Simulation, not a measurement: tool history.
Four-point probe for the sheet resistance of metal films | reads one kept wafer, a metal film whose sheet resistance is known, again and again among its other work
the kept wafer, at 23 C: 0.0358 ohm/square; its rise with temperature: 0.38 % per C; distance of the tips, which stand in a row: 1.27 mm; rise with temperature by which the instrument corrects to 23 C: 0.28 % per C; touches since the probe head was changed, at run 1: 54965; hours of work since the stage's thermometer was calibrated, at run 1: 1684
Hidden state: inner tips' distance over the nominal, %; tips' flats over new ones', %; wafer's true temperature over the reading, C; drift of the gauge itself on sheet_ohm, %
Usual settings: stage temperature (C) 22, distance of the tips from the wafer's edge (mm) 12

run,hour,stage temperature (C),distance of the tips from the wafer's edge (mm),touches since the probe head was changed,hours of work since the stage's thermometer was calibrated,sheet resistance as the instrument gives it (ohm/square)
1,0,22,12,54965,1684,0.036012
2,28.1,32,12,55903,1704,0.036356
3,65.2,22,12,57143,1731,0.036001
4,104.7,22,12,58462,1759,0.035999
5,124.1,22,12,59110,1773,0.035996
6,152.1,22,12,60045,1793,0.035996
7,186.9,22,12,61208,1818,0.035991
# hour 212: stage's thermometer calibrated
8,226.5,22,12,62514,10,0.036023
9,260.9,22,12,63661,35,0.036029
10,288.5,22,12,64584,55,0.036039
11,305.3,22,12,65144,67,0.036039
12,322.6,22,12,65723,79,0.036037
13,354.8,22,12,66798,102,0.036034
14,377.7,22,12,67562,119,0.036036
15,410.8,34,12,68668,143,0.036485
16,430.9,22,5,69338,157,0.03704
17,466.6,34,12,70533,183,0.03648
18,504.6,34,12,71803,210,0.03649
19,528.6,20,15,72604,227,0.035901
20,565.5,23,12,73836,254,0.036086
21,589.5,18,15,74637,271,0.035828
22,618.1,18,15,75593,292,0.035834
23,650.9,23,15,76689,315,0.03602
24,680.4,28,70,77675,336,0.036078
25,716.4,28,70,78877,362,0.036068
26,742.5,28,70,79748,381,0.036067
27,763.8,22,3,80458,396,0.03897
28,783.8,22,3,81128,410,0.038976
29,808.2,31,40,81941,428,0.036186
30,830.1,23,8,82673,444,0.036367
31,868.7,33,3,83961,471,0.039396
32,908.4,18,36,85289,500,0.035725
33,938.1,35,12,86281,521,0.03654
34,978.8,22,15,87639,550,0.035988
35,1000.7,22,12,88372,566,0.036067
36,1031.4,22,12,89395,588,0.036071

Hidden state at the last listed run before each entry between runs and at the first one after, where it differs:
Between runs 7 and 8: stage's thermometer calibrated (hour 212)
  inner tips' distance over the nominal, %: 0.146 -> 0.152; tips' flats over new ones', %: 32 -> 33; wafer's true temperature over the reading, C: -0.22 -> -0.03
  measured less the result without the state, sheet resistance as the instrument gives it (ohm/square): +0.000026 -> +0.000056

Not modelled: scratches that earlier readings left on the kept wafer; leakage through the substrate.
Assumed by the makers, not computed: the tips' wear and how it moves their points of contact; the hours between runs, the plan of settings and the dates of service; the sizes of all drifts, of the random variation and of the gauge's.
